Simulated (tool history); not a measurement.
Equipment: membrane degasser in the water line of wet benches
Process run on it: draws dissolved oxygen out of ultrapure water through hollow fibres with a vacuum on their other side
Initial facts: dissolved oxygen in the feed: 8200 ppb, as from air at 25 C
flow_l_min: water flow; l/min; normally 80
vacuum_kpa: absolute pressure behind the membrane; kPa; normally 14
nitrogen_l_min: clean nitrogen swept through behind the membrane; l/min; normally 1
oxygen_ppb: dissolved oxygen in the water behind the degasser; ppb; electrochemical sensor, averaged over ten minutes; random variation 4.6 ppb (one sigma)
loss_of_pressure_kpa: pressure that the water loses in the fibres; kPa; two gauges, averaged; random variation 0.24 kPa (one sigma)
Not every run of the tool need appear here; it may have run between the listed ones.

| run | day | flow_l_min | vacuum_kpa | nitrogen_l_min | oxygen_ppb | loss_of_pressure_kpa |
|---|---|---|---|---|---|---|
| 1 | 0 | 80 | 14 | 1 | 1352.5 | 62.08 |
| 2 | 2.792 | 80 | 14 | 1 | 1360.8 | 61.9 |
| 3 | 8.462 | 80 | 14 | 1 | 1352.2 | 61.19 |
|  | 11.867 | seals of the vacuum lines changed |
| 4 | 11.867 | 80 | 28.5 | 1 | 2639.5 | 61.41 |
| 5 | 14.646 | 80 | 17.9 | 1 | 1734.8 | 61.53 |
| 6 | 19.762 | 80 | 17.9 | 1 | 1753 | 61.26 |
| 7 | 23.829 | 80 | 17.9 | 1 | 1746.4 | 61.59 |
| 8 | 26.675 | 80 | 14 | 1 | 1353.2 | 60.72 |
| 9 | 32.733 | 108 | 14 | 1.87 | 1177.4 | 82.83 |
| 10 | 38.496 | 80 | 9.5 | 1.26 | 757.3 | 61.22 |
| 11 | 42.771 | 102 | 10.7 | 2.9 | 659.3 | 78.08 |
| 12 | 45.825 | 126 | 20.8 | 1.26 | 2349.4 | 96.7 |
| 13 | 50.388 | 126 | 20.8 | 1.26 | 2346.1 | 96.01 |
| 14 | 53.358 | 78 | 20.8 | 2.41 | 1123 | 59.3 |
| 15 | 56.896 | 78 | 20.8 | 0.94 | 2040 | 59.49 |
| 16 | 62.629 | 95 | 25.3 | 2.85 | 1422.1 | 72.31 |

Below are 3 alternative next runs, each starting from the tool's condition after run 16. Predict each:
| A | 66.75 | 76 | 25.3 | 2.85 | ? | ? |
| B | 66.75 | 80 | 14 | 0.72 | ? | ? |
| C | 66.75 | 90 | 25.3 | 0.83 | ? | ? |

| run | oxygen_ppb | loss_of_pressure_kpa |
|---|---|---|
| A | 1172.1 | 57.66 |
| B | 1628.2 | 60.75 |
| C | 2800.2 | 68.1 |
Take away the tool's hidden state, keep each run's random variation, and the runs would have read:
| run | oxygen_ppb | loss_of_pressure_kpa |
|---|---|---|
| A | 1172 | 58.59 |
| B | 1628 | 61.74 |
| C | 2800.1 | 69.2 |
